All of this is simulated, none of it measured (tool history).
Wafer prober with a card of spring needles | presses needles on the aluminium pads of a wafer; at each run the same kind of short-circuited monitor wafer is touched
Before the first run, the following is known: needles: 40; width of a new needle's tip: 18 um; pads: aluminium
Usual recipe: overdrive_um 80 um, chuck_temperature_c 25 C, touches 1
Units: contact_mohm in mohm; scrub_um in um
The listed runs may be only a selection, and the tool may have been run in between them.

run	day	overdrive_um	chuck_temperature_c	touches	contact_mohm	scrub_um
1	0	80	25	1	253	9.95
# day 0.204: tips cleaned on abrasive film
# day 0.546: tips cleaned on abrasive film
# day 0.817: tips cleaned on abrasive film
# day 1.154: tips cleaned on abrasive film
# day 1.492: tips cleaned on abrasive film
2	1.5	80	25	1	252	9.86
# day 1.771: tips cleaned on abrasive film
# day 2.108: tips cleaned on abrasive film
# day 2.45: tips cleaned on abrasive film
# day 2.721: tips cleaned on abrasive film
3	2.812	80	25	1	256	9.86
# day 3.021: tips cleaned on abrasive film
# day 3.358: tips cleaned on abrasive film
# day 3.629: tips cleaned on abrasive film
# day 3.971: tips cleaned on abrasive film
4	4.017	83	25	1	255	10.25
# day 4.292: tips cleaned on abrasive film
# day 4.629: tips cleaned on abrasive film
5	4.692	83	25	1	252	10.26
# day 4.962: tips cleaned on abrasive film
# day 5.3: tips cleaned on abrasive film
# day 5.642: tips cleaned on abrasive film
# day 5.942: tips cleaned on abrasive film
6	5.942	83	53	1	265	10.33
# day 6.283: tips cleaned on abrasive film
# day 6.621: tips cleaned on abrasive film
# day 6.958: tips cleaned on abrasive film
7	7.154	83	53	1	264	10.31
# day 7.296: tips cleaned on abrasive film
# day 7.633: tips cleaned on abrasive film
# day 7.929: tips cleaned on abrasive film
8	7.929	80	25	1	251	9.88
# day 8.271: tips cleaned on abrasive film
# day 8.608: tips cleaned on abrasive film
# day 8.621: height of the first contact set anew
# day 8.958: tips cleaned on abrasive film
9	9.092	80	25	1	256	9.9
# day 9.296: tips cleaned on abrasive film
# day 9.638: tips cleaned on abrasive film
# day 9.975: tips cleaned on abrasive film
10	9.996	80	25	1	253	9.87
# day 10.271: tips cleaned on abrasive film
# day 10.542: tips cleaned on abrasive film
# day 10.879: tips cleaned on abrasive film
# day 11.212: tips cleaned on abrasive film
11	11.212	80	25	1	256	9.87
# day 11.554: tips cleaned on abrasive film
# day 11.892: tips cleaned on abrasive film
# day 12.162: tips cleaned on abrasive film
# day 12.504: tips cleaned on abrasive film
# day 12.796: tips cleaned on abrasive film
12	12.796	80	25	1	256	9.92
# day 13.133: tips cleaned on abrasive film
# day 13.471: tips cleaned on abrasive film
# day 13.812: tips cleaned on abrasive film
13	14.038	80	25	1	257	9.89
# day 14.108: tips cleaned on abrasive film
# day 14.45: tips cleaned on abrasive film
# day 14.788: tips cleaned on abrasive film
# day 15.125: tips cleaned on abrasive film
14	15.338	99	25	1	248	12.23
# day 15.408: tips cleaned on abrasive film
# day 15.75: tips cleaned on abrasive film
# day 16.083: tips cleaned on abrasive film
15	16.346	94	97	1	273	11.61
# day 16.417: tips cleaned on abrasive film
# day 16.688: tips cleaned on abrasive film
# day 17.025: tips cleaned on abrasive film
# day 17.367: tips cleaned on abrasive film
# day 17.704: tips cleaned on abrasive film
16	17.704	61	25	1	260	7.56
# day 17.975: tips cleaned on abrasive film
# day 18.317: tips cleaned on abrasive film
17	18.542	62	25	1	258	7.69
# day 18.612: tips cleaned on abrasive film
# day 18.954: tips cleaned on abrasive film
# day 19.292: tips cleaned on abrasive film
# day 19.629: tips cleaned on abrasive film
# day 19.846: height of the first contact set anew
# day 19.979: tips cleaned on abrasive film
18	20.079	86	58	1	264	10.61
# day 20.283: tips cleaned on abrasive film
# day 20.625: tips cleaned on abrasive film
# day 20.962: tips cleaned on abrasive film
19	20.962	66	58	1	266	8.15
# day 21.3: tips cleaned on abrasive film
# day 21.638: tips cleaned on abrasive film
# day 21.979: tips cleaned on abrasive film
# day 22.317: tips cleaned on abrasive film
20	22.508	81	44	1	259	9.96
# day 22.646: tips cleaned on abrasive film
# day 22.983: tips cleaned on abrasive film
21	23.158	65	115	2	283	8.06
# day 23.296: tips cleaned on abrasive film
# day 23.638: tips cleaned on abrasive film
# day 23.975: tips cleaned on abrasive film
# day 24.312: tips cleaned on abrasive film
# day 24.592: tips cleaned on abrasive film
22	24.592	64	25	1	255	7.93
# day 24.929: tips cleaned on abrasive film
# day 25.267: tips cleaned on abrasive film
# day 25.542: tips cleaned on abrasive film
23	25.721	64	25	1	257	7.92
# day 25.862: tips cleaned on abrasive film
# day 26.2: tips cleaned on abrasive film
# day 26.538: tips cleaned on abrasive film
24	26.583	80	25	2	256	9.88
# day 26.858: tips cleaned on abrasive film
# day 27.196: tips cleaned on abrasive film
# day 27.533: tips cleaned on abrasive film
# day 27.875: tips cleaned on abrasive film
25	27.958	75	25	2	257	9.29
# day 28.162: tips cleaned on abrasive film
# day 28.433: tips cleaned on abrasive film
# day 28.771: tips cleaned on abrasive film
# day 29.112: tips cleaned on abrasive film
# day 29.45: tips cleaned on abrasive film
26	29.567	61	52	1	264	7.52
# day 29.771: tips cleaned on abrasive film
# day 30.112: tips cleaned on abrasive film
# day 30.45: tips cleaned on abrasive film
27	30.604	61	52	1	266	7.57
# day 30.742: tips cleaned on abrasive film
# day 31.012: tips cleaned on abrasive film
# day 31.025: height of the first contact set anew
# day 31.367: tips cleaned on abrasive film
# day 31.704: tips cleaned on abrasive film
28	31.721	61	52	1	268	7.51

Consider 3 possible next runs. They are alternatives, not a sequence: every one starts from the tool as it was left by run 28. What does each give?
# day 31.992: tips cleaned on abrasive film
# day 32.329: tips cleaned on abrasive film
A	32.412	100	25	1	?	?
# day 31.992: tips cleaned on abrasive film
# day 32.329: tips cleaned on abrasive film
B	32.412	68	58	2	?	?
# day 31.992: tips cleaned on abrasive film
# day 32.329: tips cleaned on abrasive film
C	32.412	73	27	1	?	?

run	contact_mohm	scrub_um
A	255	12.34
B	265	8.37
C	258	9.04
The same runs, with their run-to-run variation unchanged, on a tool lacking any hidden condition would have given:
run	contact_mohm	scrub_um
A	255	12.34
B	265	8.38
C	258	9.04

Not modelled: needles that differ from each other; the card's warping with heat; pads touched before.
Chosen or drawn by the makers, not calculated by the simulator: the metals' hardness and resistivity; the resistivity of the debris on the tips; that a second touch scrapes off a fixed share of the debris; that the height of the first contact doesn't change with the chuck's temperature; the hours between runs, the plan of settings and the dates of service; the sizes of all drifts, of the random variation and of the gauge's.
